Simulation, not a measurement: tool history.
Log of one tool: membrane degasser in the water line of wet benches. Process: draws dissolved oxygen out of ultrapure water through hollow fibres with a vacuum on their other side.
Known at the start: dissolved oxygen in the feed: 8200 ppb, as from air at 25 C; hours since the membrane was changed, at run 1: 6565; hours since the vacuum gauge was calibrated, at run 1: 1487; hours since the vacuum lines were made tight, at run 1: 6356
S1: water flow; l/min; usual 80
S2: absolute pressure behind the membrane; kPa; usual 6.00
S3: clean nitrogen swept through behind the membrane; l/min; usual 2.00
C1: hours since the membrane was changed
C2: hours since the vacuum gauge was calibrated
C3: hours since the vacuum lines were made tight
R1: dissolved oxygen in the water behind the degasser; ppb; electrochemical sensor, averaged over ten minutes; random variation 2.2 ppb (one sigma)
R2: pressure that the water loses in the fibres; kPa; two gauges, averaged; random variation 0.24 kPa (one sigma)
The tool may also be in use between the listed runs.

run,hour,S1,S2,S3,C1,C2,C3,R1,R2
1,0.0,80,6.00,2.00,6565,1487,6356,227.0,64.21
2,103.2,80,7.44,2.00,6668,1590,6460,337.9,63.99
3,263.2,80,7.44,3.87,6828,1750,6620,193.6,63.86
4,413.1,80,7.44,4.19,6978,1900,6769,183.2,63.79
5,621.6,80,6.00,2.00,7187,2109,6978,230.5,63.90
6,719.4,80,6.00,2.00,7285,2207,7076,228.3,63.76
7,881.2,80,6.00,2.00,7446,2368,7238,235.5,64.08
# hour 900.7: vacuum gauge calibrated
8,1095.2,80,6.00,2.00,7660,195,7451,234.9,63.70
9,1203.4,80,6.00,2.00,7768,303,7559,238.0,64.17
10,1293.8,80,5.72,2.00,7859,393,7650,219.2,63.80
11,1488.4,80,5.72,2.00,8053,588,7844,218.2,63.80
12,1661.0,68,8.40,2.00,8226,760,8017,366.0,54.43
# hour 1819.2: vacuum gauge calibrated, once more
13,1846.3,68,8.40,2.00,8411,27,8202,341.9,54.65
14,2009.3,68,8.40,2.00,8574,190,8365,351.4,54.40
15,2163.2,57,6.00,0.88,8727,344,8519,309.3,45.72
16,2306.9,99,11.98,4.87,8871,488,8662,391.6,79.48
17,2457.3,99,11.98,4.87,9022,638,8813,394.1,79.42
18,2655.9,99,11.98,4.87,9220,837,9011,394.5,79.65

Forecast each of these 5 alternatives for the next run:
A,2742.4,95,8.88,1.53,9307,923,9098,?,?
B,2742.4,80,3.66,1.85,9307,923,9098,?,?
C,2742.4,99,5.36,4.87,9307,923,9098,?,?
D,2742.4,61,11.98,1.91,9307,923,9098,?,?
E,2742.4,99,11.20,4.87,9307,923,9098,?,?

run,R1,R2
A,600.0,76.72
B,42.8,64.25
C,106.4,79.25
D,547.2,49.22
E,359.4,79.73
Without the tool's hidden state the same runs would have given:
run,R1,R2
A,598.5,75.19
B,41.7,62.97
C,104.6,77.67
D,546.4,48.24
E,357.5,78.15

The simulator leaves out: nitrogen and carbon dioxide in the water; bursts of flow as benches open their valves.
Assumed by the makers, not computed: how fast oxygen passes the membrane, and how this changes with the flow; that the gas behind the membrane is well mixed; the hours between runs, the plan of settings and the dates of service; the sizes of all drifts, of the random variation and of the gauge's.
